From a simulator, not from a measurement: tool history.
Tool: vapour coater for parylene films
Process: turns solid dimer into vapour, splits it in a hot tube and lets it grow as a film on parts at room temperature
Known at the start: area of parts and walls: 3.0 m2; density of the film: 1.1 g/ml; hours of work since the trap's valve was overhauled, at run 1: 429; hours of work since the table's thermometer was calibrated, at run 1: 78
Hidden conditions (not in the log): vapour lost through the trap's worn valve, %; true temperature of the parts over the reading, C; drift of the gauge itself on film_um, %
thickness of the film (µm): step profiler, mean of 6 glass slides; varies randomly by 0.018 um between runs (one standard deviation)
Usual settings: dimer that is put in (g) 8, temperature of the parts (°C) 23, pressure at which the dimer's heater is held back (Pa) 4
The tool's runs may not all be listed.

run,hour,dimer that is put in (g),temperature of the parts (°C),pressure at which the dimer's heater is held back (Pa),hours of work since the trap's valve was overhauled,hours of work since the table's thermometer was calibrated,thickness of the film (µm)
1,0,8,23,4,429,78,1.42
2,28,8,23,4,442,90,1.42
3,55.3,8,23,4,454,102,1.43
4,109.9,8,23,4,477,126,1.38
5,164.1,8,23,4,501,150,1.39
6,203,8,23,4,518,167,1.38
7,244.7,8,23,4,536,185,1.38
# hour 279.4: trap's valve overhauled
8,300.5,8,23,4,9,208,1.51
# hour 306.1: table's thermometer calibrated
9,353,8,23,4,32,21,1.52
10,407.8,8,23,4,56,44,1.5
11,432.1,8,23,2.36,66,55,1.59
12,461.2,13,23,4,79,68,2.41
13,513,13,23,4,102,90,2.4
# hour 570.5: table's thermometer calibrated, once more
14,570.5,12,23,11.94,126,0,1.98
15,628.9,8,23,3.4,152,26,1.51
16,681.6,4,19,2.51,175,49,0.98
17,722.8,4,19,2.51,193,67,0.96
18,761.4,13,29,4.37,210,83,1.78
19,802.9,13,29,4.37,228,102,1.76
20,834.5,13,29,4.37,242,115,1.77
21,869,12,33,4.37,257,130,1.35
22,900.1,4,23,8.11,271,144,0.67
23,935.5,4,23,8.11,286,160,0.66
24,967.6,13,23,2.23,300,174,2.48

How the hidden state differs across the entries between the runs, from the last listed run before each to the first after it:
Between runs 7 and 8: trap's valve overhauled (hour 279.4)
  vapour lost through the trap's worn valve, %: 8.6 -> 0.4; true temperature of the parts over the reading, C: 0.24 -> 0.25
  measured result minus the result with no hidden state, thickness of the film (µm): -0.15 -> -0.02
Between runs 8 and 9: table's thermometer calibrated (hour 306.1)
  vapour lost through the trap's worn valve, %: 0.4 -> 0.8; true temperature of the parts over the reading, C: 0.25 -> 0.29
  measured result minus the result with no hidden state, thickness of the film (µm): -0.02 -> -0.03
Between runs 13 and 14: table's thermometer calibrated, once more (hour 570.5)
  vapour lost through the trap's worn valve, %: 1.9 -> 2.3; true temperature of the parts over the reading, C: 0.31 -> 0.05
  measured result minus the result with no hidden state, thickness of the film (µm): -0.08 -> -0.05

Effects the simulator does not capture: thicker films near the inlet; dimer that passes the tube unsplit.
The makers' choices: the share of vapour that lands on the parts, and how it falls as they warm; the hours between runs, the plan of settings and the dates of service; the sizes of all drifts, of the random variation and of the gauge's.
